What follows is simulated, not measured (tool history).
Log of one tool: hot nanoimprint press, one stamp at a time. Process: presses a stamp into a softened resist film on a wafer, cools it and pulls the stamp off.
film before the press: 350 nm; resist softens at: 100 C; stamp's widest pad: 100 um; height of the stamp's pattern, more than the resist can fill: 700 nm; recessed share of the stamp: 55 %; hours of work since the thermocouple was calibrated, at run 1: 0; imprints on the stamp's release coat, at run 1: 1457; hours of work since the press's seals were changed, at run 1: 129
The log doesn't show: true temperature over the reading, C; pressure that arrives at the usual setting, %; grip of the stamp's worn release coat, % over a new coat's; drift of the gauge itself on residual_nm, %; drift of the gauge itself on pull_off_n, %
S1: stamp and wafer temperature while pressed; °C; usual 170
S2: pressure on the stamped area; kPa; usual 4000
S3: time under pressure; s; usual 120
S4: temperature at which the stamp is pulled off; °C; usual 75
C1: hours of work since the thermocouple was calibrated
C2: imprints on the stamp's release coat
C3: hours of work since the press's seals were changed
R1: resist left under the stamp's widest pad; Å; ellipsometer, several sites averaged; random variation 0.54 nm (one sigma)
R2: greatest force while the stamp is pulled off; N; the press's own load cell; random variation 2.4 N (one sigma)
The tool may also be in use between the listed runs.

run 1 day=0 | S1=170 S2=4000 S3=120 S4=75 | C1=0 C2=1457 C3=129 | R1=1483 R2=110
run 2 day=1.808 | S1=170 S2=4000 S3=120 S4=75 | C1=26 C2=1583 C3=155 | R1=1482 R2=106
run 3 day=3.329 | S1=170 S2=4000 S3=104 S4=75 | C1=48 C2=1690 C3=177 | R1=1553 R2=113
-- day=3.879 stamp cleaned and given a new release coat
run 4 day=5.292 | S1=170 S2=4000 S3=160 S4=75 | C1=73 C2=98 C3=202 | R1=1325 R2=107
run 5 day=6.883 | S1=170 S2=4000 S3=120 S4=61 | C1=97 C2=209 C3=226 | R1=1477 R2=146
run 6 day=8.5 | S1=170 S2=4000 S3=120 S4=61 | C1=120 C2=322 C3=249 | R1=1475 R2=156
run 7 day=10.517 | S1=170 S2=4000 S3=120 S4=75 | C1=149 C2=463 C3=278 | R1=1486 R2=107
run 8 day=12.712 | S1=170 S2=4000 S3=120 S4=75 | C1=181 C2=617 C3=310 | R1=1476 R2=108
run 9 day=14.896 | S1=170 S2=4000 S3=176 S4=75 | C1=213 C2=769 C3=342 | R1=1281 R2=106
run 10 day=16.221 | S1=170 S2=4000 S3=176 S4=75 | C1=232 C2=862 C3=361 | R1=1269 R2=109
run 11 day=17.288 | S1=170 S2=4000 S3=176 S4=75 | C1=248 C2=936 C3=377 | R1=1291 R2=109
run 12 day=19.212 | S1=170 S2=4000 S3=176 S4=75 | C1=276 C2=1071 C3=405 | R1=1284 R2=111
run 13 day=21.017 | S1=170 S2=4000 S3=176 S4=75 | C1=302 C2=1197 C3=431 | R1=1282 R2=105
run 14 day=22.233 | S1=170 S2=4000 S3=176 S4=75 | C1=320 C2=1282 C3=449 | R1=1276 R2=114
run 15 day=23.958 | S1=170 S2=4000 S3=73 S4=82 | C1=345 C2=1403 C3=474 | R1=1779 R2=86
run 16 day=25.292 | S1=170 S2=4000 S3=138 S4=75 | C1=365 C2=1496 C3=494 | R1=1409 R2=108
run 17 day=26.642 | S1=167 S2=4000 S3=115 S4=75 | C1=384 C2=1590 C3=513 | R1=1785 R2=110
-- day=28.671 stamp cleaned and given a new release coat
run 18 day=28.708 | S1=170 S2=4470 S3=84 S4=75 | C1=411 C2=2 C3=540 | R1=1624 R2=106
-- day=29.404 plate thermocouple calibrated
run 19 day=30.1 | S1=170 S2=4470 S3=84 S4=75 | C1=10 C2=91 C3=558 | R1=1615 R2=110
run 20 day=32.192 | S1=170 S2=4470 S3=84 S4=75 | C1=41 C2=237 C3=588 | R1=1609 R2=111
run 21 day=34.3 | S1=180 S2=4100 S3=120 S4=75 | C1=71 C2=384 C3=619 | R1=879 R2=109
run 22 day=36.312 | S1=180 S2=5020 S3=92 S4=80 | C1=101 C2=525 C3=648 | R1=881 R2=91
run 23 day=37.45 | S1=180 S2=5020 S3=138 S4=61 | C1=117 C2=604 C3=665 | R1=740 R2=149
run 24 day=38.75 | S1=177 S2=4620 S3=161 S4=60 | C1=136 C2=695 C3=684 | R1=852 R2=148
run 25 day=39.812 | S1=177 S2=4620 S3=161 S4=60 | C1=152 C2=770 C3=699 | R1=852 R2=153
run 26 day=40.983 | S1=171 S2=2810 S3=201 S4=60 | C1=169 C2=851 C3=716 | R1=1380 R2=152
run 27 day=42.238 | S1=171 S2=2810 S3=201 S4=60 | C1=187 C2=939 C3=735 | R1=1378 R2=154
run 28 day=44.092 | S1=171 S2=3400 S3=82 S4=60 | C1=214 C2=1068 C3=762 | R1=1783 R2=155

Hidden state or all else? Some run-to-run changes of R1, split into what the settings, what came in and random variation would give without the hidden state, and what is left for the hidden state (with any gauge scatter that isn't in both results):
Run 20 -> 21: S1 170 -> 180, S2 4470 -> 4100, S3 84 -> 120. R1 -730 Å: hidden state -7, all else -723.
Run 25 -> 26: S1 177 -> 171, S2 4620 -> 2810, S3 161 -> 201. R1 +528 Å: hidden state +6, all else +522.
